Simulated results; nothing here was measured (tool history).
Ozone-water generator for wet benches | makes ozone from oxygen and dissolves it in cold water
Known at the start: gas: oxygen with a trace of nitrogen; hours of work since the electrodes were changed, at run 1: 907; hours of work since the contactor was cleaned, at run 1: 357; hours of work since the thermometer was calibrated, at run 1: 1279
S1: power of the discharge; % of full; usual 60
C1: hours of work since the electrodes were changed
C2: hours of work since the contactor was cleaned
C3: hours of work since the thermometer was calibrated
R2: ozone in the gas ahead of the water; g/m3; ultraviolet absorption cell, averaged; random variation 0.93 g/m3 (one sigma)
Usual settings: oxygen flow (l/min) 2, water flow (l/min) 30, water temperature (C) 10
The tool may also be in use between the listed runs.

Run 1, hour 0: usual settings; C1 907; C2 357; C3 1279. Result: dissolved ozone (ppm) 5.75, R2 156.3 g/m3.
Run 2, hour 28.6: usual settings; C1 934; C2 384; C3 1306. Result: dissolved ozone (ppm) 5.68, R2 157.5 g/m3.
Run 3, hour 80.7: usual settings; C1 983; C2 433; C3 1354. Result: dissolved ozone (ppm) 5.66, R2 157.8 g/m3.
Run 4, hour 107.1: usual settings; C1 1008; C2 458; C3 1379. Result: dissolved ozone (ppm) 5.72, R2 156.5 g/m3.
Run 5, hour 137.5: usual settings; C1 1036; C2 486; C3 1408. Result: dissolved ozone (ppm) 5.79, R2 157.9 g/m3.
Run 6, hour 165.2: usual settings; C1 1062; C2 512; C3 1434. Result: dissolved ozone (ppm) 5.59, R2 159.1 g/m3.
Run 7, hour 199.7: usual settings; C1 1094; C2 544; C3 1466. Result: dissolved ozone (ppm) 5.66, R2 157.6 g/m3.
Run 8, hour 244.3: usual settings; C1 1136; C2 586; C3 1508. Result: dissolved ozone (ppm) 5.65, R2 156.8 g/m3.
Run 9, hour 294.1: usual settings; C1 1183; C2 633; C3 1554. Result: dissolved ozone (ppm) 5.56, R2 156.8 g/m3.
Run 10, hour 345: usual settings but oxygen flow (l/min) 2.06; C1 1230; C2 680; C3 1602. Result: dissolved ozone (ppm) 5.92, R2 153.8 g/m3.
Run 11, hour 368.7: usual settings but oxygen flow (l/min) 3.35; C1 1253; C2 703; C3 1624. Result: dissolved ozone (ppm) 6.53, R2 116.5 g/m3.
Run 12, hour 405: usual settings but S1 76 % of full, oxygen flow (l/min) 3.1, water temperature (C) 7; C1 1287; C2 737; C3 1658. Result: dissolved ozone (ppm) 8.09, R2 154.7 g/m3.
Run 13, hour 448.4: usual settings but oxygen flow (l/min) 3.25, water flow (l/min) 19, water temperature (C) 15; C1 1327; C2 777; C3 1699. Result: dissolved ozone (ppm) 9.5, R2 119.3 g/m3.
Run 14, hour 500.7: usual settings but S1 71 % of full; C1 1376; C2 826; C3 1748. Result: dissolved ozone (ppm) 6.63, R2 182.8 g/m3.
Run 15, hour 551.9: usual settings but S1 69 % of full, water temperature (C) 12; C1 1424; C2 874; C3 1796. Result: dissolved ozone (ppm) 6.37, R2 179.5 g/m3.
Run 16, hour 582.3: usual settings but water flow (l/min) 45, water temperature (C) 7; C1 1453; C2 903; C3 1824. Result: dissolved ozone (ppm) 3.48, R2 156.9 g/m3.
Run 17, hour 614.2: usual settings but water flow (l/min) 45, water temperature (C) 7; C1 1482; C2 932; C3 1854. Result: dissolved ozone (ppm) 3.68, R2 158.2 g/m3.
Run 18, hour 639.5: usual settings but water flow (l/min) 45, water temperature (C) 7; C1 1506; C2 956; C3 1878. Result: dissolved ozone (ppm) 3.6, R2 157.4 g/m3.
Run 19, hour 689: usual settings but water flow (l/min) 23; C1 1552; C2 1002; C3 1924. Result: dissolved ozone (ppm) 7.55, R2 156.9 g/m3.
Run 20, hour 721.3: usual settings but oxygen flow (l/min) 1.06; C1 1583; C2 1033; C3 1954. Result: dissolved ozone (ppm) 4.65, R2 223.1 g/m3.
Run 21, hour 768.9: usual settings but oxygen flow (l/min) 1.06; C1 1627; C2 1077; C3 1999. Result: dissolved ozone (ppm) 4.59, R2 223.8 g/m3.

Forecast each of these 3 alternatives for the next run:
Run A, hour 802.8: usual settings but oxygen flow (l/min) 1.48; C1 1659; C2 1109; C3 2030. Result: dissolved ozone (ppm) ?, R2 ?.
Run B, hour 802.8: usual settings but S1 84 % of full, oxygen flow (l/min) 2.57; C1 1659; C2 1109; C3 2030. Result: dissolved ozone (ppm) ?, R2 ?.
Run C, hour 802.8: usual settings but oxygen flow (l/min) 2.79, water flow (l/min) 25; C1 1659; C2 1109; C3 2030. Result: dissolved ozone (ppm) ?, R2 ?.

run  dissolved ozone (ppm)     R2
  A                   5.15  185.6
  B                   8.31    187
  C                   7.68  128.8
Without the tool's hidden state the same runs would have given:
run  dissolved ozone (ppm)     R2
  A                   5.15  185.6
  B                   8.31  187.1
  C                   7.68  128.8
